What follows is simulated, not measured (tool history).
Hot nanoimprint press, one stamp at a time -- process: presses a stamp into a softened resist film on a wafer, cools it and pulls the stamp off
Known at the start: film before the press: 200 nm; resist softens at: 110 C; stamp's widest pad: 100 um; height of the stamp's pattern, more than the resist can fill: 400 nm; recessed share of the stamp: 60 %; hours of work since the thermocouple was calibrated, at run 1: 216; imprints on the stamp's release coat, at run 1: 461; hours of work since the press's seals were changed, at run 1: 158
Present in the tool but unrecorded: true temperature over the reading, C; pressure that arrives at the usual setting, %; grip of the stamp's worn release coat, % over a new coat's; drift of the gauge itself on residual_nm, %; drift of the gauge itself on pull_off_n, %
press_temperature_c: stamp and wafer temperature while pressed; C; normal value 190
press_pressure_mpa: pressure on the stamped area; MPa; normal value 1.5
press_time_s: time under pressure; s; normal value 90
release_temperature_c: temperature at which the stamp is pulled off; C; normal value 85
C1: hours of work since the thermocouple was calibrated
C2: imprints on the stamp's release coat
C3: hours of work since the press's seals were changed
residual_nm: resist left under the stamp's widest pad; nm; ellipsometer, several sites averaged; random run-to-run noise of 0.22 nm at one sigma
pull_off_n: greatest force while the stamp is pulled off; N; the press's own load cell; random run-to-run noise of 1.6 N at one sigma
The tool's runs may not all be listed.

Run 1, hour 0: usual settings; C1 216; C2 461; C3 158. Result: residual_nm 92 nm, pull_off_n 128 N.
Run 2, hour 8.7: usual settings; C1 223; C2 484; C3 164. Result: residual_nm 92.9 nm, pull_off_n 129 N.
Run 3, hour 24.5: usual settings; C1 234; C2 525; C3 175. Result: residual_nm 92.5 nm, pull_off_n 129 N.
Run 4, hour 32.2: usual settings; C1 239; C2 545; C3 181. Result: residual_nm 92.5 nm, pull_off_n 128 N.
Run 5, hour 43: usual settings; C1 247; C2 573; C3 189. Result: residual_nm 92.2 nm, pull_off_n 129 N.
Run 6, hour 58: usual settings; C1 258; C2 612; C3 199. Result: residual_nm 92.3 nm, pull_off_n 128 N.
Run 7, hour 69.2: usual settings but press_temperature_c 195 C; C1 266; C2 641; C3 207. Result: residual_nm 78.9 nm, pull_off_n 129 N.
Run 8, hour 82.9: usual settings but press_temperature_c 195 C; C1 275; C2 677; C3 217. Result: residual_nm 79 nm, pull_off_n 131 N.
Run 9, hour 93.9: usual settings but press_temperature_c 195 C; C1 283; C2 706; C3 225. Result: residual_nm 78.7 nm, pull_off_n 131 N.
Run 10, hour 102.4: usual settings but press_temperature_c 195 C; C1 289; C2 728; C3 231. Result: residual_nm 79 nm, pull_off_n 134 N.
Run 11, hour 118.9: usual settings but press_time_s 47 s; C1 301; C2 771; C3 242. Result: residual_nm 114.9 nm, pull_off_n 129 N.
Run 12, hour 127.8: usual settings but press_time_s 47 s; C1 307; C2 794; C3 249. Result: residual_nm 114.7 nm, pull_off_n 133 N.
Run 13, hour 138.6: usual settings but press_time_s 47 s; C1 315; C2 822; C3 256. Result: residual_nm 114.5 nm, pull_off_n 132 N.
Run 14, hour 149.9: usual settings but release_temperature_c 82 C; C1 323; C2 852; C3 264. Result: residual_nm 91.8 nm, pull_off_n 142 N.
Run 15, hour 158.6: usual settings but release_temperature_c 82 C; C1 329; C2 874; C3 271. Result: residual_nm 91.9 nm, pull_off_n 138 N.
Run 16, hour 171.9: usual settings but release_temperature_c 82 C; C1 338; C2 909; C3 280. Result: residual_nm 91.4 nm, pull_off_n 144 N.
Run 17, hour 187.1: usual settings but press_time_s 74 s, release_temperature_c 82 C; C1 349; C2 949; C3 291. Result: residual_nm 98.5 nm, pull_off_n 140 N.
Run 18, hour 197.3: usual settings but press_temperature_c 187 C, press_pressure_mpa 1.06 MPa, press_time_s 64 s, release_temperature_c 89 C; C1 356; C2 975; C3 298. Result: residual_nm 128.6 nm, pull_off_n 123 N.
Run 19, hour 206: usual settings but press_temperature_c 184 C, press_pressure_mpa 1.02 MPa, press_time_s 64 s, release_temperature_c 84 C; C1 362; C2 998; C3 304. Result: residual_nm 140.5 nm, pull_off_n 134 N.
Run 20, hour 219.8: usual settings but press_temperature_c 184 C, press_pressure_mpa 1.02 MPa, press_time_s 64 s, release_temperature_c 84 C; C1 372; C2 1034; C3 314. Result: residual_nm 140.4 nm, pull_off_n 136 N.
Run 21, hour 230.3: usual settings but press_pressure_mpa 2.04 MPa; C1 380; C2 1061; C3 321. Result: residual_nm 79.3 nm, pull_off_n 133 N.
Run 22, hour 242.1: usual settings but press_pressure_mpa 2.04 MPa; C1 388; C2 1092; C3 330. Result: residual_nm 79.2 nm, pull_off_n 132 N.

Expected results for the next run?
Run 23, hour 249.2: usual settings but press_temperature_c 189 C, press_time_s 77 s; C1 393; C2 1110; C3 335. Result: residual_nm ?, pull_off_n ?.

{"run 23": {"residual_nm": 99.9, "pull_off_n": 134}}
Take away the tool's hidden state, keep the run-to-run variation as it was, and the same run would have given residual_nm 101.7 nm, pull_off_n 124 N.
